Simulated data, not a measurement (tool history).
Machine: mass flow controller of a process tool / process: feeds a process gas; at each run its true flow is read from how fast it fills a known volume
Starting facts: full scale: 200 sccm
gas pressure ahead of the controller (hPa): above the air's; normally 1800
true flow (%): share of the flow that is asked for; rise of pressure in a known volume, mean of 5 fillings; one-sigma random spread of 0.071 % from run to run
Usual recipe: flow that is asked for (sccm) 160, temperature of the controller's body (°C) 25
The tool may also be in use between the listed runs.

| run | hour | flow that is asked for (sccm) | gas pressure ahead of the controller (hPa) | temperature of the controller's body (°C) | true flow (%) |
|---|---|---|---|---|---|
| 1 | 0 | 160 | 1800 | 25 | 100 |
| 2 | 72.5 | 160 | 1800 | 25 | 100.02 |
| 3 | 114.1 | 160 | 1800 | 25 | 99.86 |
| 4 | 177.6 | 160 | 2390 | 25 | 99.67 |
| 5 | 249.7 | 160 | 2390 | 25 | 99.49 |
| 6 | 296 | 160 | 1800 | 20 | 99.32 |

Predict the results of run 7:
| 7 | 366.6 | 160 | 1800 | 20 | ? |

{"run 7": {"true flow (%)": 99.31}}
The same run, on a tool lacking any hidden state, would have yielded true flow (%) 99.63.
